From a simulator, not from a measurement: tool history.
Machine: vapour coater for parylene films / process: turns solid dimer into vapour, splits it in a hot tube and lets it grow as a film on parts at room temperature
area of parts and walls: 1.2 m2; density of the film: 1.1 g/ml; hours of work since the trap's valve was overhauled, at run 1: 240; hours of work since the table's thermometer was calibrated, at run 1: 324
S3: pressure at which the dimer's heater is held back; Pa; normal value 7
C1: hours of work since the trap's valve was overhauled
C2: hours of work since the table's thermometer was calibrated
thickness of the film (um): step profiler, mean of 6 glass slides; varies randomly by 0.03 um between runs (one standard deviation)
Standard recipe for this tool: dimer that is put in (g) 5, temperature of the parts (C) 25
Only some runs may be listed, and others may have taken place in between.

Run 1, hour 0: usual settings; C1 240; C2 324. Result: thickness of the film (um) 2.71.
Run 2, hour 19: usual settings; C1 254; C2 338. Result: thickness of the film (um) 2.63.
Run 3, hour 37: usual settings; C1 268; C2 352. Result: thickness of the film (um) 2.62.
Run 4, hour 65.2: usual settings; C1 289; C2 373. Result: thickness of the film (um) 2.62.
Run 5, hour 85.3: usual settings; C1 304; C2 388. Result: thickness of the film (um) 2.56.
Run 6, hour 106.9: usual settings; C1 320; C2 404. Result: thickness of the film (um) 2.56.
Run 7, hour 126.1: usual settings; C1 335; C2 419. Result: thickness of the film (um) 2.61.
Run 8, hour 164.8: usual settings; C1 364; C2 448. Result: thickness of the film (um) 2.51.
Run 9, hour 183.4: usual settings but temperature of the parts (C) 22; C1 378; C2 462. Result: thickness of the film (um) 2.8.
At hour 210.4: trap's valve overhauled.
Run 10, hour 219.3: usual settings but dimer that is put in (g) 3; C1 7; C2 486. Result: thickness of the film (um) 1.7.
Run 11, hour 241.6: usual settings but dimer that is put in (g) 3; C1 23; C2 503. Result: thickness of the film (um) 1.75.
Run 12, hour 271.8: usual settings but dimer that is put in (g) 3; C1 46; C2 526. Result: thickness of the film (um) 1.71.
Run 13, hour 291.7: usual settings but dimer that is put in (g) 4, temperature of the parts (C) 18; C1 61; C2 541. Result: thickness of the film (um) 2.9.
Run 14, hour 307.9: usual settings but dimer that is put in (g) 4, temperature of the parts (C) 18; C1 74; C2 553. Result: thickness of the film (um) 2.86.
Run 15, hour 334.5: usual settings but dimer that is put in (g) 8, temperature of the parts (C) 18; C1 94; C2 573. Result: thickness of the film (um) 5.62.
Run 16, hour 350.8: usual settings but dimer that is put in (g) 8, temperature of the parts (C) 18; C1 106; C2 585. Result: thickness of the film (um) 5.73.
Run 17, hour 372.9: usual settings but dimer that is put in (g) 8, temperature of the parts (C) 18; C1 123; C2 602. Result: thickness of the film (um) 5.66.
Run 18, hour 390.6: usual settings but dimer that is put in (g) 8, temperature of the parts (C) 18; C1 136; C2 615. Result: thickness of the film (um) 5.56.
Run 19, hour 421: usual settings but dimer that is put in (g) 8, temperature of the parts (C) 18; C1 159; C2 638. Result: thickness of the film (um) 5.55.
Run 20, hour 446.1: usual settings but dimer that is put in (g) 8, temperature of the parts (C) 18; C1 178; C2 657. Result: thickness of the film (um) 5.5.
Run 21, hour 479.9: usual settings but S3 2 Pa; C1 203; C2 683. Result: thickness of the film (um) 3.28.
Run 22, hour 513.2: usual settings but S3 2 Pa; C1 228; C2 708. Result: thickness of the film (um) 3.31.
Run 23, hour 535.6: usual settings but S3 2.08 Pa; C1 245; C2 725. Result: thickness of the film (um) 3.21.

How would selected steps in thickness of the film (um) from run to run divide? Give the signed amount a tool lacking its hidden state would still show from settings, what came in and random variation, and the signed amount left for the hidden state, including any gauge scatter that is not in both of the compared results.
Hidden state present: vapour lost through the trap's worn valve, %; true temperature of the parts over the reading, C; drift of the gauge itself on film_um, %.
Run 9 -> 10: dimer that is put in (g) 5 -> 3, temperature of the parts (C) 22 -> 25, trap's valve overhauled. thickness of the film (um) -1.1: hidden state +0.42, all else -1.52.
Run 14 -> 15: dimer that is put in (g) 4 -> 8. thickness of the film (um) +2.76: hidden state -0.15, all else +2.91.
Run 20 -> 21: dimer that is put in (g) 8 -> 5, temperature of the parts (C) 18 -> 25, S3 7 -> 2. thickness of the film (um) -2.22: hidden state +0.28, all else -2.5.

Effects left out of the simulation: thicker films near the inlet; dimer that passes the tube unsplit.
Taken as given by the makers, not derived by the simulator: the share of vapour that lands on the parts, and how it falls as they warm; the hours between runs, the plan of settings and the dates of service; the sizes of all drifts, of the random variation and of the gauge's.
